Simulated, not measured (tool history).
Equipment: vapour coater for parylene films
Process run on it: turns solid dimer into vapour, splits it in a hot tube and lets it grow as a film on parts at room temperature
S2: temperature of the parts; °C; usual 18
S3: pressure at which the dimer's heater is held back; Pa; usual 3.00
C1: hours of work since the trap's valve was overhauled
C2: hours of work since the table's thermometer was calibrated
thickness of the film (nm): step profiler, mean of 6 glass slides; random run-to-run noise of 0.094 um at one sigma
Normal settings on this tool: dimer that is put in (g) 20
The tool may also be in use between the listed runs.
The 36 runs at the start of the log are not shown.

run 37 hour=456.8 | dimer_that_is_put_in_(g)=24 S2=14 S3=5.93 | C1=420 C2=81 | thickness_of_the_film_(nm)=12030
run 38 hour=471.4 | dimer_that_is_put_in_(g)=24 S2=14 S3=5.93 | C1=427 C2=88 | thickness_of_the_film_(nm)=12100
run 39 hour=481.4 | dimer_that_is_put_in_(g)=11 S2=14 S3=3.76 | C1=432 C2=93 | thickness_of_the_film_(nm)=6130
run 40 hour=495.8 | dimer_that_is_put_in_(g)=14 S2=15 S3=4.29 | C1=440 C2=100 | thickness_of_the_film_(nm)=7260
run 41 hour=507.6 | dimer_that_is_put_in_(g)=17 S2=19 S3=4.44 | C1=445 C2=106 | thickness_of_the_film_(nm)=7700
run 42 hour=518.1 | dimer_that_is_put_in_(g)=32 S2=25 S3=6.71 | C1=451 C2=112 | thickness_of_the_film_(nm)=10870
run 43 hour=534.5 | dimer_that_is_put_in_(g)=12 S2=11 S3=3.00 | C1=459 C2=120 | thickness_of_the_film_(nm)=7830
run 44 hour=551.4 | dimer_that_is_put_in_(g)=20 S2=23 S3=2.33 | C1=467 C2=128 | thickness_of_the_film_(nm)=9290
run 45 hour=567.2 | dimer_that_is_put_in_(g)=32 S2=17 S3=4.06 | C1=475 C2=136 | thickness_of_the_film_(nm)=15690
run 46 hour=578.6 | dimer_that_is_put_in_(g)=32 S2=17 S3=11.03 | C1=481 C2=142 | thickness_of_the_film_(nm)=12370
run 47 hour=589.9 | dimer_that_is_put_in_(g)=32 S2=17 S3=6.18 | C1=487 C2=148 | thickness_of_the_film_(nm)=14160

Predict each of these 4 candidate next runs independently; none follows another, all start after run 47:
-- hour=602.1 trap's valve overhauled
run A hour=605.8 | dimer_that_is_put_in_(g)=13 S2=21 S3=6.87 | C1=2 C2=154 | thickness_of_the_film_(nm)=?
-- hour=602.1 trap's valve overhauled
run B hour=605.8 | dimer_that_is_put_in_(g)=8 S2=17 S3=5.65 | C1=2 C2=154 | thickness_of_the_film_(nm)=?
-- hour=602.1 trap's valve overhauled
run C hour=605.8 | dimer_that_is_put_in_(g)=20 S2=17 S3=2.54 | C1=2 C2=154 | thickness_of_the_film_(nm)=?
-- hour=602.1 trap's valve overhauled
run D hour=605.8 | dimer_that_is_put_in_(g)=9 S2=17 S3=9.81 | C1=2 C2=154 | thickness_of_the_film_(nm)=?

run=A thickness_of_the_film_(nm)=5530
run=B thickness_of_the_film_(nm)=4040
run=C thickness_of_the_film_(nm)=12350
run=D thickness_of_the_film_(nm)=4000
With the hidden condition removed and each run's random variation left untouched, the same runs would have given:
run=A thickness_of_the_film_(nm)=5570
run=B thickness_of_the_film_(nm)=4070
run=C thickness_of_the_film_(nm)=12450
run=D thickness_of_the_film_(nm)=4030
